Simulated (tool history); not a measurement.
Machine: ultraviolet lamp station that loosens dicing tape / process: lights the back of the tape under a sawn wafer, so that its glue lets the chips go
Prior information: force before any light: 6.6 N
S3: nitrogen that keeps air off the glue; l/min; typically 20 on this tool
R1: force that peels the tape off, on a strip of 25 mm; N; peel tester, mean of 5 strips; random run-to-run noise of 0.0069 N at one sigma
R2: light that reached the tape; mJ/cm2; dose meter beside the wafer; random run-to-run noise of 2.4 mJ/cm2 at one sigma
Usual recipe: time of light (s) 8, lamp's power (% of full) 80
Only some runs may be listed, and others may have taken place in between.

run 1 hour=0.0 | time_of_light_(s)=8 lamp's_power_(%_of_full)=80 S3=20 | R1=0.229 R2=276
run 2 hour=21.8 | time_of_light_(s)=8 lamp's_power_(%_of_full)=80 S3=20 | R1=0.231 R2=274
run 3 hour=44.0 | time_of_light_(s)=6 lamp's_power_(%_of_full)=80 S3=20 | R1=0.424 R2=202
run 4 hour=62.9 | time_of_light_(s)=6 lamp's_power_(%_of_full)=80 S3=20 | R1=0.449 R2=205
run 5 hour=79.4 | time_of_light_(s)=8 lamp's_power_(%_of_full)=80 S3=20 | R1=0.249 R2=269
run 6 hour=90.1 | time_of_light_(s)=11 lamp's_power_(%_of_full)=80 S3=20 | R1=0.149 R2=372
run 7 hour=112.4 | time_of_light_(s)=8 lamp's_power_(%_of_full)=80 S3=15 | R1=0.259 R2=272
run 8 hour=129.1 | time_of_light_(s)=8 lamp's_power_(%_of_full)=80 S3=15 | R1=0.252 R2=270
run 9 hour=149.2 | time_of_light_(s)=5 lamp's_power_(%_of_full)=80 S3=20 | R1=0.660 R2=170
run 10 hour=169.8 | time_of_light_(s)=5 lamp's_power_(%_of_full)=61 S3=24 | R1=1.014 R2=129
run 11 hour=184.6 | time_of_light_(s)=8 lamp's_power_(%_of_full)=98 S3=24 | R1=0.171 R2=327
run 12 hour=198.7 | time_of_light_(s)=11 lamp's_power_(%_of_full)=80 S3=20 | R1=0.152 R2=374
run 13 hour=210.1 | time_of_light_(s)=11 lamp's_power_(%_of_full)=80 S3=20 | R1=0.159 R2=369
run 14 hour=227.4 | time_of_light_(s)=11 lamp's_power_(%_of_full)=80 S3=20 | R1=0.154 R2=374
run 15 hour=247.2 | time_of_light_(s)=8 lamp's_power_(%_of_full)=72 S3=37 | R1=0.228 R2=243
run 16 hour=264.2 | time_of_light_(s)=12 lamp's_power_(%_of_full)=66 S3=31 | R1=0.154 R2=332
run 17 hour=279.6 | time_of_light_(s)=8 lamp's_power_(%_of_full)=74 S3=40 | R1=0.218 R2=256

Predict each of these 4 candidate next runs independently; none follows another, all start after run 17:
run A hour=299.8 | time_of_light_(s)=8 lamp's_power_(%_of_full)=80 S3=34 | R1=? R2=?
run B hour=299.8 | time_of_light_(s)=15 lamp's_power_(%_of_full)=68 S3=35 | R1=? R2=?
run C hour=299.8 | time_of_light_(s)=11 lamp's_power_(%_of_full)=88 S3=16 | R1=? R2=?
run D hour=299.8 | time_of_light_(s)=10 lamp's_power_(%_of_full)=88 S3=20 | R1=? R2=?

run=A R1=0.206 R2=269
run=B R1=0.132 R2=428
run=C R1=0.147 R2=413
run=D R1=0.154 R2=375
Without the tool's hidden state the same runs would have given:
run=A R1=0.205 R2=270
run=B R1=0.132 R2=429
run=C R1=0.147 R2=413
run=D R1=0.154 R2=375

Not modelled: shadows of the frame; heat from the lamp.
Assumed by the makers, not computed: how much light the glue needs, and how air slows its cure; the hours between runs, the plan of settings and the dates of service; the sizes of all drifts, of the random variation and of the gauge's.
